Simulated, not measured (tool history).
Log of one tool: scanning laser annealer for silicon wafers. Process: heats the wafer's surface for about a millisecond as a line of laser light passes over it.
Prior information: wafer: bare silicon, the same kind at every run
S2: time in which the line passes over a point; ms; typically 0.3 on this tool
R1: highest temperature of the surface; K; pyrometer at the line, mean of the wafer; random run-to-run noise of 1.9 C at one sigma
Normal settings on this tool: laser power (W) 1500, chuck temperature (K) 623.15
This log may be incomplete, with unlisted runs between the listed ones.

Run 1, hour 0: usual settings. Result: R1 1383.15 K.
Run 2, hour 41.2: usual settings. Result: R1 1379.15 K.
Run 3, hour 116.5: usual settings but chuck temperature (K) 586.15. Result: R1 1342.15 K.
Run 4, hour 188.8: usual settings but chuck temperature (K) 586.15. Result: R1 1341.15 K.
Run 5, hour 260: usual settings but chuck temperature (K) 586.15. Result: R1 1337.15 K.
Run 6, hour 297.8: usual settings but chuck temperature (K) 626.15. Result: R1 1378.15 K.
Run 7, hour 353.1: usual settings but laser power (W) 1276, chuck temperature (K) 626.15. Result: R1 1251.15 K.
Run 8, hour 418: usual settings but laser power (W) 1276, chuck temperature (K) 626.15. Result: R1 1256.15 K.
At hour 488.9: optics aligned, line set to its width.
Run 9, hour 503.1: usual settings but laser power (W) 1276, chuck temperature (K) 626.15. Result: R1 1263.15 K.
Run 10, hour 544.9: usual settings but laser power (W) 1276, chuck temperature (K) 626.15. Result: R1 1263.15 K.
Run 11, hour 581.4: usual settings but laser power (W) 1276, chuck temperature (K) 626.15. Result: R1 1263.15 K.
Run 12, hour 617.2: usual settings but laser power (W) 1276, chuck temperature (K) 626.15. Result: R1 1263.15 K.
Run 13, hour 656.6: usual settings but laser power (W) 1545. Result: R1 1405.15 K.
Run 14, hour 733.3: usual settings but laser power (W) 1570. Result: R1 1415.15 K.
Run 15, hour 810.1: usual settings but laser power (W) 1570. Result: R1 1415.15 K.
Run 16, hour 850.8: usual settings but laser power (W) 1570, S2 0.263 ms. Result: R1 1356.15 K.
Run 17, hour 890.8: usual settings but chuck temperature (K) 663.15. Result: R1 1414.15 K.
At hour 900.3: laser's power meter calibrated.
Run 18, hour 933.7: usual settings but laser power (W) 1587. Result: R1 1421.15 K.
Run 19, hour 976.9: usual settings. Result: R1 1370.15 K.
Run 20, hour 1036.6: usual settings. Result: R1 1366.15 K.
At hour 1104: window over the wafer cleaned.
Run 21, hour 1118.1: usual settings but S2 0.292 ms. Result: R1 1382.15 K.
Run 22, hour 1196.2: usual settings but S2 0.348 ms, chuck temperature (K) 630.15. Result: R1 1469.15 K.
Run 23, hour 1239.8: usual settings but laser power (W) 1443, S2 0.261 ms, chuck temperature (K) 586.15. Result: R1 1266.15 K.
At hour 1294.3: laser's power meter calibrated, once more.
Run 24, hour 1296: usual settings but laser power (W) 1414, S2 0.318 ms, chuck temperature (K) 644.15. Result: R1 1395.15 K.
Run 25, hour 1329.6: usual settings but laser power (W) 1414, S2 0.318 ms, chuck temperature (K) 644.15. Result: R1 1395.15 K.
Run 26, hour 1410.2: usual settings but laser power (W) 1320, S2 0.22 ms, chuck temperature (K) 654.15. Result: R1 1219.15 K.
Run 27, hour 1451.1: usual settings but laser power (W) 1603, chuck temperature (K) 588.15. Result: R1 1415.15 K.
Run 28, hour 1499.6: usual settings but laser power (W) 1361, S2 0.313 ms. Result: R1 1332.15 K.
Run 29, hour 1535.7: usual settings but laser power (W) 1361, S2 0.313 ms. Result: R1 1333.15 K.
Run 30, hour 1583.8: usual settings but laser power (W) 1413, chuck temperature (K) 639.15. Result: R1 1355.15 K.
Run 31, hour 1653.7: usual settings but laser power (W) 1607, S2 0.371 ms, chuck temperature (K) 602.15. Result: R1 1530.15 K.
Run 32, hour 1728.6: usual settings but laser power (W) 1455, chuck temperature (K) 625.15. Result: R1 1364.15 K.
Run 33, hour 1788.9: usual settings but laser power (W) 1605, chuck temperature (K) 625.15. Result: R1 1442.15 K.
Run 34, hour 1830.4: usual settings but laser power (W) 1628, S2 0.343 ms, chuck temperature (K) 652.15. Result: R1 1546.15 K.
Run 35, hour 1892.3: usual settings but laser power (W) 1367, S2 0.253 ms, chuck temperature (K) 640.15. Result: R1 1262.15 K.
Run 36, hour 1968.3: usual settings but laser power (W) 1367, S2 0.253 ms, chuck temperature (K) 640.15. Result: R1 1260.15 K.
At hour 1991.6: optics aligned, line set to its width.
Run 37, hour 2039.3: usual settings but laser power (W) 1311, S2 0.238 ms, chuck temperature (K) 608.15. Result: R1 1192.15 K.
Run 38, hour 2096: usual settings but laser power (W) 1375. Result: R1 1321.15 K.

Forecast run 39:
Run 39, hour 2138.9: usual settings but laser power (W) 1622. Result: R1 ?.

R1: 1458.15 K
With no hidden state in the tool, this same run would have given R1 1481.15 K.

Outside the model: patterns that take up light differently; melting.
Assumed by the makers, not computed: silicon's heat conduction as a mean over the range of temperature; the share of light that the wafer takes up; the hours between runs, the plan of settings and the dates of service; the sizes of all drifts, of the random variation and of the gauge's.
